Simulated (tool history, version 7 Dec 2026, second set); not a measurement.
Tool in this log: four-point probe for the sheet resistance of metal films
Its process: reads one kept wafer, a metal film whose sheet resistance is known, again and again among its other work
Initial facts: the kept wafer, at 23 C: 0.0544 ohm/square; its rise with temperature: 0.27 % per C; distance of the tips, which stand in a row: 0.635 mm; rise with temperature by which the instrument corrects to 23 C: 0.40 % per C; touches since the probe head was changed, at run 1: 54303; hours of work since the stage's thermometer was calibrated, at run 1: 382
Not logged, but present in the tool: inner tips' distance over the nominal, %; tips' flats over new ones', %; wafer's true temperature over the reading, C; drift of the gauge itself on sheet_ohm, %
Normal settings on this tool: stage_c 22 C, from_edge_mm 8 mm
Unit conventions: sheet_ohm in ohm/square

run,hour,stage_c,from_edge_mm,touches since the probe head was changed,hours of work since the stage's thermometer was calibrated,sheet_ohm
1,0,22,8,54303,382,0.054529
2,49.3,22,8,55963,408,0.054516
3,92.5,22,8,57415,431,0.054517
4,129.6,22,8,58665,451,0.054503
5,154.2,22,3,59492,464,0.055598
6,203.3,22,29,61145,490,0.054327
7,228.3,22,8,61987,503,0.054489
8,258.6,21,8,63005,519,0.054547
9,304.6,21,8,64554,543,0.054566
10,338,22,20,65676,561,0.054312
11,378.7,22,20,67046,583,0.054344
# hour 382.1: stage's thermometer calibrated
12,409.6,21,20,68072,15,0.054363
13,447.9,22,8,69358,35,0.054443
14,499.2,21,8,71086,62,0.054483
15,548.8,27,8,72756,88,0.054091
16,582.7,28,36,73897,106,0.053846
17,628.6,22,7,75440,130,0.054477
18,672.1,20,8,76904,153,0.054544
19,703.5,20,8,77962,170,0.054545
# hour 711.7: stage's thermometer calibrated, once more
20,752.2,28,20,79584,21,0.053888
21,790.8,29,8,80884,42,0.053965

What does the tool deliver on the next run?
22,828.3,24,35,82145,62,?

sheet_ohm: 0.054149 ohm/square
With no hidden state in the tool, this same run would have given sheet_ohm 0.054364 ohm/square.
